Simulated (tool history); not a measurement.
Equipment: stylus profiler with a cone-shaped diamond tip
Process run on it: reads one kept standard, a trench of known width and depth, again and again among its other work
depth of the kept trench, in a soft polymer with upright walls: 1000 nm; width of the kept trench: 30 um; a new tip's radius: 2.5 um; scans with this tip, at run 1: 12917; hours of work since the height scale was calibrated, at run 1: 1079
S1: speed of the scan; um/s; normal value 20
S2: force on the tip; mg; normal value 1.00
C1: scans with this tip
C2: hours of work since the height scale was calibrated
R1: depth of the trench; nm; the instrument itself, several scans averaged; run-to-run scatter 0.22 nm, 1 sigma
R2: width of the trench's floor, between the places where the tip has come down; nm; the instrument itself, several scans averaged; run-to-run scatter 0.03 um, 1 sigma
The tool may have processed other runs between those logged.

Run 1, day 0.000: usual settings; C1 12917; C2 1079. Result: R1 1009.80 nm, R2 24260 nm.
Run 2, day 1.288: usual settings; C1 13168; C2 1100. Result: R1 1009.99 nm, R2 24300 nm.
Run 3, day 3.258: usual settings but S1 24 um/s; C1 13552; C2 1132. Result: R1 1010.06 nm, R2 24170 nm.
Run 4, day 5.438: usual settings; C1 13977; C2 1168. Result: R1 1009.83 nm, R2 24170 nm.
Run 5, day 7.204: usual settings; C1 14321; C2 1196. Result: R1 1010.29 nm, R2 24120 nm.
Run 6, day 8.267: usual settings but S1 15 um/s; C1 14528; C2 1214. Result: R1 1009.68 nm, R2 24160 nm.
Run 7, day 9.508: usual settings; C1 14770; C2 1234. Result: R1 1009.89 nm, R2 24070 nm.
Run 8, day 10.500: usual settings; C1 14963; C2 1250. Result: R1 1009.96 nm, R2 24020 nm.
Run 9, day 12.458: usual settings but S1 73 um/s; C1 15345; C2 1282. Result: R1 1009.77 nm, R2 23590 nm.
Run 10, day 14.496: usual settings but S1 25 um/s; C1 15742; C2 1315. Result: R1 1009.84 nm, R2 23950 nm.
Run 11, day 15.496: usual settings; C1 15937; C2 1331. Result: R1 1010.15 nm, R2 23950 nm.
Run 12, day 16.771: usual settings; C1 16185; C2 1352. Result: R1 1010.41 nm, R2 23930 nm.
Run 13, day 18.238: usual settings but S2 0.86 mg; C1 16471; C2 1376. Result: R1 1009.28 nm, R2 23890 nm.
Run 14, day 19.788: usual settings; C1 16773; C2 1401. Result: R1 1010.27 nm, R2 23880 nm.
Run 15, day 21.412: usual settings; C1 17090; C2 1428. Result: R1 1010.49 nm, R2 23850 nm.
Run 16, day 22.592: usual settings; C1 17320; C2 1447. Result: R1 1010.32 nm, R2 23830 nm.
Run 17, day 24.092: usual settings; C1 17612; C2 1471. Result: R1 1010.29 nm, R2 23820 nm.
Run 18, day 26.267: usual settings but S1 58 um/s; C1 18036; C2 1507. Result: R1 1010.22 nm, R2 23470 nm.
At day 26.400: height scale calibrated on a step standard.
Run 19, day 28.258: usual settings but S1 58 um/s; C1 18420; C2 30. Result: R1 1011.89 nm, R2 23470 nm.
Run 20, day 30.629: usual settings but S1 58 um/s; C1 18882; C2 69. Result: R1 1012.10 nm, R2 23370 nm.
Run 21, day 32.000: usual settings but S1 57 um/s, S2 0.97 mg; C1 19149; C2 91. Result: R1 1011.96 nm, R2 23280 nm.
Run 22, day 33.767: usual settings but S1 12 um/s, S2 1.27 mg; C1 19493; C2 120. Result: R1 1013.17 nm, R2 23630 nm.
Run 23, day 34.775: usual settings but S1 17 um/s, S2 0.62 mg; C1 19689; C2 136. Result: R1 1009.88 nm, R2 23530 nm.
Run 24, day 36.888: usual settings but S1 19 um/s, S2 1.73 mg; C1 20101; C2 171. Result: R1 1015.32 nm, R2 23510 nm.
Run 25, day 38.292: usual settings but S1 8 um/s, S2 0.86 mg; C1 20375; C2 194. Result: R1 1011.46 nm, R2 23580 nm.
Run 26, day 40.250: usual settings but S1 8 um/s, S2 1.20 mg; C1 20756; C2 225. Result: R1 1013.35 nm, R2 23590 nm.
At day 40.454: height scale calibrated on a step standard, once more.
Run 27, day 42.583: usual settings but S1 8 um/s, S2 1.20 mg; C1 21208; C2 35. Result: R1 1009.25 nm, R2 23560 nm.
Run 28, day 44.008: usual settings but S1 8 um/s, S2 2.43 mg; C1 21485; C2 58. Result: R1 1013.87 nm, R2 23520 nm.
Run 29, day 45.467: usual settings but S1 32 um/s, S2 1.49 mg; C1 21769; C2 82. Result: R1 1010.01 nm, R2 23310 nm.
Run 30, day 46.721: usual settings but S1 32 um/s, S2 1.49 mg; C1 22013; C2 102. Result: R1 1009.73 nm, R2 23250 nm.
Run 31, day 49.033: usual settings but S1 32 um/s, S2 1.49 mg; C1 22464; C2 140. Result: R1 1010.49 nm, R2 23290 nm.
Run 32, day 50.212: usual settings but S1 26 um/s, S2 2.06 mg; C1 22694; C2 159. Result: R1 1012.27 nm, R2 23250 nm.
Run 33, day 51.204: usual settings but S1 26 um/s, S2 2.06 mg; C1 22887; C2 175. Result: R1 1012.85 nm, R2 23260 nm.
Run 34, day 53.404: usual settings but S1 50 um/s, S2 0.49 mg; C1 23316; C2 211. Result: R1 1005.04 nm, R2 22890 nm.
Run 35, day 55.425: usual settings but S1 24 um/s, S2 1.43 mg; C1 23709; C2 244. Result: R1 1010.03 nm, R2 23210 nm.
Run 36, day 56.838: usual settings but S1 33 um/s, S2 0.72 mg; C1 23985; C2 267. Result: R1 1006.68 nm, R2 23020 nm.

Alternative continuations, all from the tool just after run 36; predict every row:
Run A, day 58.875: usual settings but S1 31 um/s, S2 0.54 mg; C1 24382; C2 300. Result: R1 ?, R2 ?.
Run B, day 58.875: usual settings but S1 7 um/s, S2 0.58 mg; C1 24382; C2 300. Result: R1 ?, R2 ?.
Run C, day 58.875: usual settings but S1 8 um/s, S2 0.72 mg; C1 24382; C2 300. Result: R1 ?, R2 ?.

run       R1     R2
  A  1006.12  23000
  B  1005.61  23220
  C  1006.63  23220
The same runs, with their run-to-run variation unchanged, on a tool lacking any hidden condition would have given:
run       R1     R2
  A  1005.22  25700
  B  1004.72  25920
  C  1005.73  25920
